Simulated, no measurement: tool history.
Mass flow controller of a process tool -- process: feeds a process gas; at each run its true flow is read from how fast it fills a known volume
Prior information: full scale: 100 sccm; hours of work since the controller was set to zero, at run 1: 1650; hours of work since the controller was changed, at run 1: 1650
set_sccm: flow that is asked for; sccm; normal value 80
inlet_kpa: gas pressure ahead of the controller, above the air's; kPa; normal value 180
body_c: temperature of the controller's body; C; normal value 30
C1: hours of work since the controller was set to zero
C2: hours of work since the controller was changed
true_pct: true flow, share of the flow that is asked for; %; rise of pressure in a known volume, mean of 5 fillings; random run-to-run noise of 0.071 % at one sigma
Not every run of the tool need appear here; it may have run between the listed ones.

Run 1, hour 0.0: usual settings; C1 1650; C2 1650. Result: true_pct 99.86 %.
Run 2, hour 57.5: usual settings but inlet_kpa 172 kPa; C1 1682; C2 1682. Result: true_pct 99.93 %.
Run 3, hour 113.0: usual settings but inlet_kpa 172 kPa; C1 1713; C2 1713. Result: true_pct 99.88 %.
Run 4, hour 192.0: usual settings but set_sccm 51 sccm, inlet_kpa 172 kPa; C1 1757; C2 1757. Result: true_pct 99.39 %.
Run 5, hour 283.5: usual settings but body_c 25 C; C1 1809; C2 1809. Result: true_pct 100.00 %.
Run 6, hour 353.7: usual settings; C1 1848; C2 1848. Result: true_pct 100.13 %.
Run 7, hour 396.5: usual settings but body_c 28 C; C1 1872; C2 1872. Result: true_pct 100.12 %.
Run 8, hour 487.6: usual settings but set_sccm 70 sccm; C1 1923; C2 1923. Result: true_pct 100.17 %.
Run 9, hour 563.0: usual settings but set_sccm 70 sccm; C1 1966; C2 1966. Result: true_pct 100.21 %.
Run 10, hour 605.2: usual settings; C1 1989; C2 1989. Result: true_pct 100.37 %.
Run 11, hour 649.7: usual settings but set_sccm 27 sccm; C1 2014; C2 2014. Result: true_pct 99.37 %.
Run 12, hour 692.8: usual settings but set_sccm 27 sccm; C1 2038; C2 2038. Result: true_pct 99.33 %.
Run 13, hour 765.7: usual settings but body_c 39 C; C1 2079; C2 2079. Result: true_pct 100.80 %.
Run 14, hour 814.0: usual settings but body_c 39 C; C1 2106; C2 2106. Result: true_pct 101.00 %.
Run 15, hour 895.9: usual settings but body_c 39 C; C1 2152; C2 2152. Result: true_pct 100.96 %.
Run 16, hour 981.5: usual settings but body_c 39 C; C1 2200; C2 2200. Result: true_pct 101.07 %.
Run 17, hour 1048.6: usual settings but inlet_kpa 153 kPa; C1 2238; C2 2238. Result: true_pct 101.02 %.
Run 18, hour 1127.3: usual settings but inlet_kpa 153 kPa; C1 2282; C2 2282. Result: true_pct 101.01 %.
Run 19, hour 1204.3: usual settings but inlet_kpa 153 kPa, body_c 33 C; C1 2325; C2 2325. Result: true_pct 101.14 %.
Run 20, hour 1287.3: usual settings but inlet_kpa 153 kPa, body_c 33 C; C1 2372; C2 2372. Result: true_pct 101.36 %.
Run 21, hour 1344.6: usual settings but inlet_kpa 153 kPa, body_c 33 C; C1 2404; C2 2404. Result: true_pct 101.32 %.
Run 22, hour 1397.8: usual settings but inlet_kpa 221 kPa; C1 2434; C2 2434. Result: true_pct 100.90 %.
Run 23, hour 1453.7: usual settings but set_sccm 15 sccm, body_c 24 C; C1 2465; C2 2465. Result: true_pct 99.77 %.
Run 24, hour 1529.2: usual settings but set_sccm 17 sccm, inlet_kpa 196 kPa, body_c 25 C; C1 2508; C2 2508. Result: true_pct 99.72 %.
Run 25, hour 1610.4: usual settings but set_sccm 16 sccm, inlet_kpa 200 kPa; C1 2553; C2 2553. Result: true_pct 100.02 %.
At hour 1614.8: gauge calibrated.
Run 26, hour 1699.2: usual settings but set_sccm 15 sccm, inlet_kpa 193 kPa, body_c 22 C; C1 2603; C2 2603. Result: true_pct 98.15 %.
Run 27, hour 1755.1: usual settings but set_sccm 15 sccm, inlet_kpa 193 kPa, body_c 22 C; C1 2634; C2 2634. Result: true_pct 98.34 %.
Run 28, hour 1808.7: usual settings but set_sccm 11 sccm, body_c 26 C; C1 2664; C2 2664. Result: true_pct 98.47 %.
Run 29, hour 1849.5: usual settings but set_sccm 25 sccm, inlet_kpa 249 kPa, body_c 23 C; C1 2687; C2 2687. Result: true_pct 98.43 %.
Run 30, hour 1888.0: usual settings but set_sccm 98 sccm, inlet_kpa 268 kPa, body_c 40 C; C1 2709; C2 2709. Result: true_pct 100.31 %.
Run 31, hour 1932.3: usual settings but set_sccm 98 sccm, inlet_kpa 190 kPa, body_c 37 C; C1 2734; C2 2734. Result: true_pct 100.62 %.
Run 32, hour 2009.1: usual settings but set_sccm 40 sccm, body_c 23 C; C1 2777; C2 2777. Result: true_pct 99.12 %.
Run 33, hour 2083.2: usual settings but set_sccm 40 sccm, body_c 29 C; C1 2818; C2 2818. Result: true_pct 99.47 %.
Run 34, hour 2126.5: usual settings but set_sccm 65 sccm, inlet_kpa 224 kPa; C1 2843; C2 2843. Result: true_pct 99.77 %.
Run 35, hour 2204.6: usual settings but set_sccm 12 sccm, inlet_kpa 260 kPa, body_c 23 C; C1 2887; C2 2887. Result: true_pct 98.27 %.
Run 36, hour 2249.6: usual settings but set_sccm 99 sccm, inlet_kpa 144 kPa, body_c 34 C; C1 2912; C2 2912. Result: true_pct 100.96 %.
Run 37, hour 2329.2: usual settings but set_sccm 38 sccm, inlet_kpa 188 kPa, body_c 35 C; C1 2957; C2 2957. Result: true_pct 99.63 %.

Run 38 has not been measured yet. What should we expect?
Run 38, hour 2383.6: usual settings but set_sccm 11 sccm, inlet_kpa 221 kPa; C1 2987; C2 2987. Result: true_pct ?.

{"run 38": {"true_pct": 98.91}}
Were there no unlogged condition in the tool, this run, its random variation unchanged, would have produced true_pct 98.19 %.

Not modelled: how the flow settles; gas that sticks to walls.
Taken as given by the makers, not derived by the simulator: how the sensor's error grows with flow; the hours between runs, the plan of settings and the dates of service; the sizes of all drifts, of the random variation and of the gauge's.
